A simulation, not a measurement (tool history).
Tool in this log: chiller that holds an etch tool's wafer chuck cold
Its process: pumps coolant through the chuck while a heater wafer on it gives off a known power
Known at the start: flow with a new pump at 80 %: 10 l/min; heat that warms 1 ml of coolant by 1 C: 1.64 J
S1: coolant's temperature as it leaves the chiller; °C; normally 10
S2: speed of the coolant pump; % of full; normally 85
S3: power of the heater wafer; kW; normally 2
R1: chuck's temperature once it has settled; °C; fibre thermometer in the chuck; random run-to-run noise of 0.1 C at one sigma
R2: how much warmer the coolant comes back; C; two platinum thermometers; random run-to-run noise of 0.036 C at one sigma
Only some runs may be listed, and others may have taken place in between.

run     day  S1  S2     S3    R1     R2
  1       0  10  85      2  35.1   7.45
  2   1.912  10  85      2  35.2   7.39
  3   3.208  10  85      2  35.4   7.39
  4     4.1  10  85      2  35.4   7.42
  5   5.871  19  85      2  44.3   7.45
  6     6.9  10  85   1.73  32.1   6.43
  7   8.629  10  85   1.73    32    6.5
  8  10.525  10  85      2  35.6   7.44
  9  11.417  10  85      2  35.4   7.57
 10  13.138  10  85      2  35.6    7.5
 11  14.808  10  71      2  39.7   9.24
 12  15.954  10  71      2  40.1   9.18
 13  17.438  10  85      2  35.8   7.56
 14  19.221  10  85      2  35.9   7.51
 15  20.217  10  85      2    36   7.52
 16  21.508  10  85      2  35.9   7.57
 17  22.954  15  75  1.025  29.6   4.49
 18  24.188  15  75  1.025  29.7   4.47
 19  26.012  17  85  1.143  31.8   4.38
 20  27.017  17  85  2.859  54.5  10.84
 21  28.642  17  85  2.859  54.5   10.9
 22  29.946   1  85  2.791  38.1  10.61
 23  30.746   1  85  2.791  37.9  10.71
 24  32.146   1  69  1.877  30.3   9.05
 25  32.933   6  69  2.896  51.8  14.04
 26  34.125   3  85      2  29.3   7.64
 27  35.042  19  85   2.83  56.6  10.83
 28  36.188  16  63  1.327  38.4   7.16
 29  36.983   6  85      2  32.6   7.66
 30    38.6   7  86  2.397  38.5   9.05
 31  40.446  10  71  2.037  41.5   9.62

5 options for the next run, each taken on its own from the tool as it stands now. Forecast them:
  A  41.842  10  71  2.143   ?   ?
  B  41.842  19  71  2.037   ?   ?
  C  41.842  10  75  2.605   ?   ?
  D  41.842  10  67  1.936   ?   ?
  E  41.842  10  98  2.137   ?   ?

run    R1     R2
  A  43.1  10.12
  B  50.4   9.62
  C  48.7  11.59
  D  41.4   9.79
  E  35.4   7.04
Take away the tool's hidden state, keep each run's random variation, and the runs would have read:
run    R1     R2
  A  38.3   9.01
  B  45.8   8.56
  C  42.9  10.31
  D  36.8   8.72
  E  31.7   6.27

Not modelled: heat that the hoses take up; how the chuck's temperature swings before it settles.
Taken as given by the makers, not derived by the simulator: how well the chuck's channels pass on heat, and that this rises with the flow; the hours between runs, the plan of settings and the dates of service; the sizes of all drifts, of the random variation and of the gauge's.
